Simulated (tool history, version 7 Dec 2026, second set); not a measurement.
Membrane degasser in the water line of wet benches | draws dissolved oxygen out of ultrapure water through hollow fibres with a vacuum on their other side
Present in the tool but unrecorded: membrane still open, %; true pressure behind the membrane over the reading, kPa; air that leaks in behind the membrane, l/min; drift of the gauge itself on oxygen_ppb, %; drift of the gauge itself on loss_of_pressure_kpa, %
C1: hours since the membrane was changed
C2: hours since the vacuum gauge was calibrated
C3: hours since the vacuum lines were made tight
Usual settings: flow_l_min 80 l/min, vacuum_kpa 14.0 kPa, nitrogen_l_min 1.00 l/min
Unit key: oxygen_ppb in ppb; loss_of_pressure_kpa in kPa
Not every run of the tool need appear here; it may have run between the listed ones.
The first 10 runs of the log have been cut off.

Run 11, day 66.154: usual settings but nitrogen_l_min 1.02 l/min; C1 11462; C2 342; C3 1752. Result: oxygen_ppb 1269.6 ppb, loss_of_pressure_kpa 32.89 kPa.
Run 12, day 75.283: usual settings but nitrogen_l_min 1.02 l/min; C1 11681; C2 561; C3 1971. Result: oxygen_ppb 1272.9 ppb, loss_of_pressure_kpa 33.00 kPa.
Run 13, day 83.158: usual settings but nitrogen_l_min 1.02 l/min; C1 11870; C2 750; C3 2160. Result: oxygen_ppb 1271.1 ppb, loss_of_pressure_kpa 33.03 kPa.
Run 14, day 92.421: usual settings but flow_l_min 106 l/min; C1 12092; C2 973; C3 2383. Result: oxygen_ppb 1528.7 ppb, loss_of_pressure_kpa 43.77 kPa.
Run 15, day 99.775: usual settings but vacuum_kpa 11.3 kPa; C1 12268; C2 1149; C3 2559. Result: oxygen_ppb 997.5 ppb, loss_of_pressure_kpa 33.09 kPa.
Run 16, day 107.058: usual settings but vacuum_kpa 11.3 kPa; C1 12443; C2 1324; C3 2734. Result: oxygen_ppb 999.4 ppb, loss_of_pressure_kpa 33.20 kPa.
Run 17, day 115.292: usual settings but vacuum_kpa 11.5 kPa; C1 12641; C2 1522; C3 2932. Result: oxygen_ppb 1021.8 ppb, loss_of_pressure_kpa 33.18 kPa.
Run 18, day 121.021: usual settings but flow_l_min 76 l/min, vacuum_kpa 12.9 kPa, nitrogen_l_min 0.94 l/min; C1 12778; C2 1659; C3 3069. Result: oxygen_ppb 1183.8 ppb, loss_of_pressure_kpa 31.42 kPa.
Run 19, day 129.812: usual settings but vacuum_kpa 15.5 kPa; C1 12989; C2 1870; C3 3280. Result: oxygen_ppb 1451.8 ppb, loss_of_pressure_kpa 33.28 kPa.
Run 20, day 138.525: usual settings but vacuum_kpa 15.5 kPa; C1 13199; C2 2079; C3 3489. Result: oxygen_ppb 1450.8 ppb, loss_of_pressure_kpa 33.16 kPa.
Run 21, day 148.575: usual settings but vacuum_kpa 15.5 kPa; C1 13440; C2 2320; C3 3730. Result: oxygen_ppb 1454.0 ppb, loss_of_pressure_kpa 33.17 kPa.
Run 22, day 157.129: usual settings but vacuum_kpa 15.5 kPa; C1 13645; C2 2526; C3 3936. Result: oxygen_ppb 1453.0 ppb, loss_of_pressure_kpa 33.28 kPa.

Run 23 has not been measured yet. What should we expect?
Run 23, day 165.608: usual settings but flow_l_min 56 l/min, vacuum_kpa 17.1 kPa; C1 13849; C2 2729; C3 4139. Result: oxygen_ppb ?, loss_of_pressure_kpa ?.

oxygen_ppb: 1284.2 ppb
loss_of_pressure_kpa: 23.26 kPa
Were there no unlogged condition in the tool, this run, its random variation unchanged, would have produced oxygen_ppb 1270.8 ppb, loss_of_pressure_kpa 21.92 kPa.

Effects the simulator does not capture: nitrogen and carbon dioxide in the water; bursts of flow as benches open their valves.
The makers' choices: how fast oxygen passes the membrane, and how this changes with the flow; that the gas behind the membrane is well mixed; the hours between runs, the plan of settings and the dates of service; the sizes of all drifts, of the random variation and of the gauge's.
